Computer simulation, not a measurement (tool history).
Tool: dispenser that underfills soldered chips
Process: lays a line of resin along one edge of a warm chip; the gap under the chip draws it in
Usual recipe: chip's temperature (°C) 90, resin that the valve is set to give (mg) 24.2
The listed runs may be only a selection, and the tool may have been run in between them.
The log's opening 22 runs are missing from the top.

| run | hour | chip's temperature (°C) | resin that the valve is set to give (mg) | hours of work since the syringe was changed | hours of work since the valve was cleaned | hours of work since the stage was calibrated | time until the resin shows at the far edge (s) | resin that the valve gave (mg) |
|---|---|---|---|---|---|---|---|---|
| 23 | 148.1 | 77 | 21.3 | 9 | 38 | 398 | 464.3 | 20.95 |
|  | 151.1 | new syringe of resin |
| 24 | 154.5 | 95 | 23.0 | 3 | 42 | 403 | 125.0 | 22.55 |
|  | 156.0 | dispensing valve cleaned and set on the balance |
| 25 | 160.9 | 95 | 23.0 | 7 | 4 | 407 | 171.8 | 22.89 |
|  | 167.2 | new syringe of resin |
| 26 | 167.5 | 99 | 23.0 | 0 | 9 | 412 | 84.5 | 22.85 |
| 27 | 176.3 | 80 | 24.3 | 7 | 16 | 419 | 338.4 | 24.06 |
| 28 | 180.3 | 102 | 21.0 | 10 | 19 | 422 | 166.4 | 20.76 |
|  | 182.0 | new syringe of resin |
| 29 | 189.4 | 94 | 28.8 | 6 | 26 | 429 | 160.1 | 28.46 |
|  | 196.8 | new syringe of resin |
| 30 | 197.1 | 83 | 21.3 | 0 | 31 | 435 | 182.3 | 20.96 |
| 31 | 204.6 | 83 | 21.3 | 6 | 37 | 441 | 285.6 | 20.88 |
|  | 212.3 | new syringe of resin |
|  | 213.3 | dispensing valve cleaned and set on the balance |
| 32 | 214.0 | 78 | 24.2 | 1 | 1 | 447 | 219.1 | 24.20 |
| 33 | 220.0 | 78 | 24.2 | 5 | 5 | 452 | 324.2 | 24.19 |

Below are 3 alternative next runs, each starting from the tool's condition after run 33. Predict each:
| A | 224.5 | 78 | 26.8 | 9 | 9 | 455 | ? | ? |
| B | 224.5 | 90 | 23.7 | 9 | 9 | 455 | ? | ? |
| C | 224.5 | 75 | 30.1 | 9 | 9 | 455 | ? | ? |

| run | time until the resin shows at the far edge (s) | resin that the valve gave (mg) |
|---|---|---|
| A | 418.2 | 26.66 |
| B | 242.1 | 23.70 |
| C | 473.7 | 29.98 |
With the hidden condition removed and each run's random variation left untouched, the same runs would have given:
| run | time until the resin shows at the far edge (s) | resin that the valve gave (mg) |
|---|---|---|
| A | 191.5 | 26.75 |
| B | 111.7 | 23.78 |
| C | 216.5 | 30.08 |
